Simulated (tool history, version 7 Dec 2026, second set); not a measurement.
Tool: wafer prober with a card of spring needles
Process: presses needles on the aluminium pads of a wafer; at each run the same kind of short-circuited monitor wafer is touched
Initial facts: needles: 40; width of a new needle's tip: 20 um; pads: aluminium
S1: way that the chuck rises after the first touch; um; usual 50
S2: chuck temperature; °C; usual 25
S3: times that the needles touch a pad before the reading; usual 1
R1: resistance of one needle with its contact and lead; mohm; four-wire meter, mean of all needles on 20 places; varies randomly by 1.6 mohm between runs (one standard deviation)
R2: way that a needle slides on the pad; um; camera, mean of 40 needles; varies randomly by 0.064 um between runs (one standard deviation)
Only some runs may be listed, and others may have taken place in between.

| run | hour | S1 | S2 | S3 | R1 | R2 |
|---|---|---|---|---|---|---|
| 1 | 0 | 50 | 25 | 1 | 253 | 9.16 |
|  | 8 | tips cleaned on abrasive film |
| 2 | 16.8 | 50 | 25 | 1 | 282 | 9.12 |
|  | 20.4 | tips cleaned on abrasive film |
|  | 33.8 | tips cleaned on abrasive film |
| 3 | 35.8 | 50 | 25 | 1 | 210 | 9.07 |
|  | 46.4 | tips cleaned on abrasive film |
|  | 58.9 | tips cleaned on abrasive film |
| 4 | 58.9 | 50 | 94 | 1 | 182 | 8.97 |
|  | 71.7 | tips cleaned on abrasive film |
| 5 | 81.9 | 50 | 94 | 1 | 290 | 9.18 |
|  | 85.4 | tips cleaned on abrasive film |
| 6 | 94.8 | 50 | 35 | 1 | 282 | 9 |
|  | 98.1 | tips cleaned on abrasive film |
|  | 110.8 | tips cleaned on abrasive film |
| 7 | 115.9 | 50 | 25 | 2 | 215 | 9.12 |
|  | 124.5 | tips cleaned on abrasive film |
| 8 | 136 | 45 | 25 | 1 | 333 | 8.09 |
|  | 137.6 | tips cleaned on abrasive film |
|  | 150 | tips cleaned on abrasive film |
| 9 | 150.6 | 34 | 30 | 3 | 192 | 6 |
|  | 162.9 | tips cleaned on abrasive film |
| 10 | 162.9 | 44 | 30 | 3 | 173 | 7.79 |
|  | 175.2 | tips cleaned on abrasive film |
| 11 | 187.1 | 44 | 30 | 3 | 236 | 7.77 |

Here are 5 independent what-if runs from the current tool condition. What would each one return?
|  | 189.3 | tips cleaned on abrasive film |
|  | 201.8 | tips cleaned on abrasive film |
| A | 205.9 | 40 | 25 | 1 | ? | ? |
|  | 189.3 | tips cleaned on abrasive film |
|  | 201.8 | tips cleaned on abrasive film |
| B | 205.9 | 50 | 33 | 2 | ? | ? |
|  | 189.3 | tips cleaned on abrasive film |
|  | 201.8 | tips cleaned on abrasive film |
| C | 205.9 | 67 | 30 | 3 | ? | ? |
|  | 189.3 | tips cleaned on abrasive film |
|  | 201.8 | tips cleaned on abrasive film |
| D | 205.9 | 33 | 26 | 3 | ? | ? |
|  | 189.3 | tips cleaned on abrasive film |
|  | 201.8 | tips cleaned on abrasive film |
| E | 205.9 | 50 | 50 | 2 | ? | ? |

| run | R1 | R2 |
|---|---|---|
| A | 302 | 7.12 |
| B | 215 | 8.91 |
| C | 175 | 12.11 |
| D | 249 | 5.84 |
| E | 219 | 8.89 |
With the hidden condition removed and each run's random variation left untouched, the same runs would have given:
| run | R1 | R2 |
|---|---|---|
| A | 167 | 7.35 |
| B | 162 | 9.14 |
| C | 156 | 12.34 |
| D | 175 | 6.07 |
| E | 167 | 9.12 |

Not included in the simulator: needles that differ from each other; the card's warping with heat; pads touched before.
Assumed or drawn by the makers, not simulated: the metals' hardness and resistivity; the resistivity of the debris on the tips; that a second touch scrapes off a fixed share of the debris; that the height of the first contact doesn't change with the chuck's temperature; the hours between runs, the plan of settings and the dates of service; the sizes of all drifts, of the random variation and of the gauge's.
